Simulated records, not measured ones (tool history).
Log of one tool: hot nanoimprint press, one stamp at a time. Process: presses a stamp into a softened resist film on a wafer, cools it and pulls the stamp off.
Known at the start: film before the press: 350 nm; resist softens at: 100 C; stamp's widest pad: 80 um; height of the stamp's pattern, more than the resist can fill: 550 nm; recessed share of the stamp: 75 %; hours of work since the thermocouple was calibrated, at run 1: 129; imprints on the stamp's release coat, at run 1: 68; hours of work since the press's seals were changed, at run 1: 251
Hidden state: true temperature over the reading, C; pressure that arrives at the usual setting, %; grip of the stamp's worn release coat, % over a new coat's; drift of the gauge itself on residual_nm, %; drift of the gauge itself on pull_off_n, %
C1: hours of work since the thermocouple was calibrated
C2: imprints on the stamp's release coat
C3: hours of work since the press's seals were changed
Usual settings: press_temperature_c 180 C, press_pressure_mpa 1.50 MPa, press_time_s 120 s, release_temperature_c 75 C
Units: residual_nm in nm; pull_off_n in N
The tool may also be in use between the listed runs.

{"run": 1, "hour": 0.0, "press_temperature_c": 180, "press_pressure_mpa": 1.5, "press_time_s": 120, "release_temperature_c": 75, "C1": 129, "C2": 68, "C3": 251, "residual_nm": 151.4, "pull_off_n": 100}
{"run": 2, "hour": 17.4, "press_temperature_c": 180, "press_pressure_mpa": 1.5, "press_time_s": 120, "release_temperature_c": 75, "C1": 137, "C2": 93, "C3": 259, "residual_nm": 151.0, "pull_off_n": 98}
{"run": 3, "hour": 32.1, "press_temperature_c": 180, "press_pressure_mpa": 1.5, "press_time_s": 120, "release_temperature_c": 75, "C1": 144, "C2": 113, "C3": 266, "residual_nm": 150.3, "pull_off_n": 103}
{"run": 4, "hour": 52.2, "press_temperature_c": 180, "press_pressure_mpa": 1.0, "press_time_s": 120, "release_temperature_c": 75, "C1": 154, "C2": 141, "C3": 276, "residual_nm": 186.4, "pull_off_n": 99}
{"run": 5, "hour": 64.5, "press_temperature_c": 180, "press_pressure_mpa": 1.5, "press_time_s": 120, "release_temperature_c": 75, "C1": 159, "C2": 159, "C3": 281, "residual_nm": 150.4, "pull_off_n": 101}
{"run": 6, "hour": 84.2, "press_temperature_c": 180, "press_pressure_mpa": 1.5, "press_time_s": 120, "release_temperature_c": 75, "C1": 168, "C2": 186, "C3": 290, "residual_nm": 150.0, "pull_off_n": 100}
{"run": 7, "hour": 103.1, "press_temperature_c": 180, "press_pressure_mpa": 1.5, "press_time_s": 120, "release_temperature_c": 75, "C1": 177, "C2": 212, "C3": 299, "residual_nm": 151.5, "pull_off_n": 99}
{"run": 8, "hour": 119.8, "press_temperature_c": 180, "press_pressure_mpa": 1.5, "press_time_s": 120, "release_temperature_c": 75, "C1": 185, "C2": 236, "C3": 307, "residual_nm": 151.5, "pull_off_n": 104}
{"run": 9, "hour": 135.7, "press_temperature_c": 180, "press_pressure_mpa": 1.5, "press_time_s": 120, "release_temperature_c": 75, "C1": 192, "C2": 258, "C3": 314, "residual_nm": 151.0, "pull_off_n": 105}
{"run": 10, "hour": 144.2, "press_temperature_c": 180, "press_pressure_mpa": 1.5, "press_time_s": 64, "release_temperature_c": 75, "C1": 196, "C2": 270, "C3": 318, "residual_nm": 186.0, "pull_off_n": 105}
{"run": 11, "hour": 157.0, "press_temperature_c": 180, "press_pressure_mpa": 1.5, "press_time_s": 120, "release_temperature_c": 75, "C1": 202, "C2": 288, "C3": 324, "residual_nm": 148.3, "pull_off_n": 106}
{"run": 12, "hour": 174.6, "press_temperature_c": 180, "press_pressure_mpa": 1.5, "press_time_s": 128, "release_temperature_c": 75, "C1": 210, "C2": 313, "C3": 332, "residual_nm": 145.8, "pull_off_n": 100}
{"run": 13, "hour": 184.4, "press_temperature_c": 180, "press_pressure_mpa": 1.5, "press_time_s": 128, "release_temperature_c": 75, "C1": 215, "C2": 326, "C3": 337, "residual_nm": 147.7, "pull_off_n": 100}
{"run": 14, "hour": 192.9, "press_temperature_c": 180, "press_pressure_mpa": 1.5, "press_time_s": 128, "release_temperature_c": 75, "C1": 219, "C2": 338, "C3": 341, "residual_nm": 146.0, "pull_off_n": 104}
{"run": 15, "hour": 213.2, "press_temperature_c": 180, "press_pressure_mpa": 1.5, "press_time_s": 120, "release_temperature_c": 77, "C1": 228, "C2": 366, "C3": 350, "residual_nm": 149.3, "pull_off_n": 99}
{"run": 16, "hour": 226.8, "press_temperature_c": 180, "press_pressure_mpa": 1.5, "press_time_s": 115, "release_temperature_c": 75, "C1": 234, "C2": 385, "C3": 356, "residual_nm": 152.7, "pull_off_n": 106}
{"run": 17, "hour": 235.9, "press_temperature_c": 180, "press_pressure_mpa": 1.5, "press_time_s": 115, "release_temperature_c": 75, "C1": 239, "C2": 398, "C3": 361, "residual_nm": 151.6, "pull_off_n": 106}
{"run": 18, "hour": 248.5, "press_temperature_c": 189, "press_pressure_mpa": 1.57, "press_time_s": 115, "release_temperature_c": 75, "C1": 244, "C2": 416, "C3": 367, "residual_nm": 102.1, "pull_off_n": 106}
{"run": 19, "hour": 265.2, "press_temperature_c": 189, "press_pressure_mpa": 1.57, "press_time_s": 115, "release_temperature_c": 75, "C1": 252, "C2": 439, "C3": 374, "residual_nm": 102.3, "pull_off_n": 109}
{"run": 20, "hour": 277.1, "press_temperature_c": 189, "press_pressure_mpa": 0.92, "press_time_s": 191, "release_temperature_c": 75, "C1": 258, "C2": 456, "C3": 380, "residual_nm": 114.7, "pull_off_n": 105}
{"run": 21, "hour": 292.1, "press_temperature_c": 180, "press_pressure_mpa": 1.28, "press_time_s": 120, "release_temperature_c": 62, "C1": 265, "C2": 477, "C3": 387, "residual_nm": 163.5, "pull_off_n": 140}
{"run": 22, "hour": 302.4, "press_temperature_c": 186, "press_pressure_mpa": 1.5, "press_time_s": 134, "release_temperature_c": 75, "C1": 269, "C2": 491, "C3": 392, "residual_nm": 110.8, "pull_off_n": 106}
{"run": 23, "hour": 321.0, "press_temperature_c": 186, "press_pressure_mpa": 1.5, "press_time_s": 134, "release_temperature_c": 75, "C1": 278, "C2": 517, "C3": 400, "residual_nm": 110.8, "pull_off_n": 107}
{"run": 24, "hour": 338.6, "press_temperature_c": 183, "press_pressure_mpa": 1.5, "press_time_s": 176, "release_temperature_c": 68, "C1": 286, "C2": 542, "C3": 408, "residual_nm": 115.0, "pull_off_n": 130}
{"run": 25, "hour": 354.1, "press_temperature_c": 183, "press_pressure_mpa": 1.5, "press_time_s": 176, "release_temperature_c": 68, "C1": 293, "C2": 563, "C3": 415, "residual_nm": 114.6, "pull_off_n": 135}
{"run": 26, "hour": 368.1, "press_temperature_c": 179, "press_pressure_mpa": 0.9, "press_time_s": 104, "release_temperature_c": 79, "C1": 300, "C2": 583, "C3": 422, "residual_nm": 211.5, "pull_off_n": 98}
{"run": 27, "hour": 383.5, "press_temperature_c": 178, "press_pressure_mpa": 2.09, "press_time_s": 113, "release_temperature_c": 63, "C1": 307, "C2": 605, "C3": 429, "residual_nm": 139.3, "pull_off_n": 146}
{"run": 28, "hour": 399.6, "press_temperature_c": 180, "press_pressure_mpa": 1.64, "press_time_s": 120, "release_temperature_c": 75, "C1": 314, "C2": 627, "C3": 437, "residual_nm": 142.6, "pull_off_n": 106}
{"run": 29, "hour": 414.8, "press_temperature_c": 168, "press_pressure_mpa": 1.64, "press_time_s": 120, "release_temperature_c": 75, "C1": 322, "C2": 648, "C3": 444, "residual_nm": 231.5, "pull_off_n": 106}
{"run": 30, "hour": 429.2, "press_temperature_c": 169, "press_pressure_mpa": 2.2, "press_time_s": 70, "release_temperature_c": 77, "C1": 328, "C2": 668, "C3": 450, "residual_nm": 229.0, "pull_off_n": 102}
{"run": 31, "hour": 447.8, "press_temperature_c": 179, "press_pressure_mpa": 1.28, "press_time_s": 70, "release_temperature_c": 62, "C1": 337, "C2": 694, "C3": 459, "residual_nm": 199.6, "pull_off_n": 146}

Some steps in residual_nm between neighbouring runs. How much of each would the tool show without its hidden state too (settings, what came in, random variation), and how much is left for the hidden state, with any gauge scatter that isn't in both results?
Run 25 -> 26: press_temperature_c 183 -> 179, press_pressure_mpa 1.50 -> 0.90, press_time_s 176 -> 104, release_temperature_c 68 -> 79. residual_nm +96.9 nm: hidden state -2.6, all else +99.5.
Run 26 -> 27: press_temperature_c 179 -> 178, press_pressure_mpa 0.90 -> 2.09, press_time_s 104 -> 113, release_temperature_c 79 -> 63. residual_nm -72.2 nm: hidden state +2.4, all else -74.6.
Run 28 -> 29: press_temperature_c 180 -> 168. residual_nm +88.9 nm: hidden state -2.0, all else +90.9.
